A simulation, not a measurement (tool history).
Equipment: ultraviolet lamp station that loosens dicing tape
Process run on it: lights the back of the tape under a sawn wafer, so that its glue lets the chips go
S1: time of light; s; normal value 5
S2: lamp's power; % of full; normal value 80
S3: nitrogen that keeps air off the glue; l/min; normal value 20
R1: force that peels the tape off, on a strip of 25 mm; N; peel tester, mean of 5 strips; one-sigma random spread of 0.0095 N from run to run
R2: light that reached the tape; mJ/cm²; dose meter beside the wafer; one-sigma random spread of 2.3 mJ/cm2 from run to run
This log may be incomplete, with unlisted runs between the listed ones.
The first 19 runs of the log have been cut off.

run     day  S1  S2  S3     R1   R2
 20  14.379   5  80  20  0.594  175
 21  15.029   5  80  20  0.583  177
 22  15.821   5  80  20  0.604  175
 23  16.404   6  95  14  0.407  248
 24  17.321   6  95  14  0.399  249
 25  17.879   7  74  20  0.381  225
 26  18.625   9  80  20  0.238  307
 27    19.3   5  63  32  0.736  133
 28  20.175  10  62  12  0.393  265
 29  20.879   3  65   7  2.285   86
 30  21.796   3  65   7  2.271   81
 31  22.504   3  65   7  2.222   78
 32  23.454   3  79  32  1.147   95
 33  24.233   3  79  32  1.193   95
     25.312  -- window cleaned of glue's vapour
 34  25.312   3  65  14  1.633   89

Run 35 has not been measured yet. What should we expect?
 35  26.329   8  80  11   ?   ?

Run 35 yielded R1 0.346 N, R2 302 mJ/cm².
If the tool had no hidden condition, the same run with the same run-to-run variation would have returned R1 0.268 N, R2 355 mJ/cm².
